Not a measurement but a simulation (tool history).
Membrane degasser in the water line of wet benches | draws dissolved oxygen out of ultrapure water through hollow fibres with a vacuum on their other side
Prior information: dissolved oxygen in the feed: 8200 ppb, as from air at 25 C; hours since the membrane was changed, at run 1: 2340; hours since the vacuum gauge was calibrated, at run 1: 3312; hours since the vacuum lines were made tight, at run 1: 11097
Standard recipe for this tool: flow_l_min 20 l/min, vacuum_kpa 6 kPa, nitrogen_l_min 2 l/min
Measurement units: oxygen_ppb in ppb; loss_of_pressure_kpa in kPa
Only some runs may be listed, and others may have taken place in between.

run	day	flow_l_min	vacuum_kpa	nitrogen_l_min	hours since the membrane was changed	hours since the vacuum gauge was calibrated	hours since the vacuum lines were made tight	oxygen_ppb	loss_of_pressure_kpa
1	0	20	6	2	2340	3312	11097	236.3	65.78
2	1.771	20	6	2	2383	3355	11140	233.7	65.43
3	3.067	20	6	2	2414	3386	11171	235.7	65.6
4	4.571	20	6	2	2450	3422	11207	235.4	65.91
5	7.554	20	6	2	2522	3494	11279	239.1	65.22
6	10.088	20	6	2	2582	3555	11339	236.9	65.37
7	12.3	15	6	2	2636	3608	11392	116.4	48.7
8	15.254	15	6	2	2706	3679	11463	115.3	49.08
9	17.712	14	6	2	2765	3738	11522	95.8	45.84
10	20.721	20	6	1.26	2838	3810	11595	270.7	65.35
11	22.546	20	5.84	1.86	2881	3854	11638	239.5	65.51
12	25.479	26	7.02	1.16	2952	3924	11709	533.1	85.12
# day 25.642: vacuum gauge calibrated
13	28.325	26	7.02	1.16	3020	64	11777	532.1	85.01
14	30.075	16	6	2	3062	106	11818	136.6	52.43
15	32.479	16	6	2	3119	164	11876	138.9	52.59
16	34.383	17	7.6	1.01	3165	210	11922	271.9	55.95
17	37.158	27	7.6	1.57	3232	276	11989	557.4	88.55
18	38.921	27	7.6	1.57	3274	319	12031	558.1	88.43
# day 39.838: vacuum gauge calibrated, once more
19	40.462	27	7.6	1.57	3310	15	12067	549	88.35
20	43.358	27	7.6	1.57	3380	85	12137	552.2	88.4

Selected run-to-run steps in oxygen_ppb, each split into two signed amounts: the part the tool would show with no hidden state at all (from settings, incoming material and random variation), and the remainder, which goes to the hidden state together with any gauge scatter not common to the measured and the hidden-state-free results:
Hidden state at play: membrane still open, %; true pressure behind the membrane over the reading, kPa; air that leaks in behind the membrane, l/min; drift of the gauge itself on oxygen_ppb, %; drift of the gauge itself on loss_of_pressure_kpa, %.
Run 11 -> 12: flow_l_min 20 -> 26, vacuum_kpa 5.84 -> 7.02, nitrogen_l_min 1.86 -> 1.16. oxygen_ppb +293.6 ppb: hidden state +8.3, all else +285.3.
Run 13 -> 14: flow_l_min 26 -> 16, vacuum_kpa 7.02 -> 6, nitrogen_l_min 1.16 -> 2. oxygen_ppb -395.5 ppb: hidden state -13.7, all else -381.8.
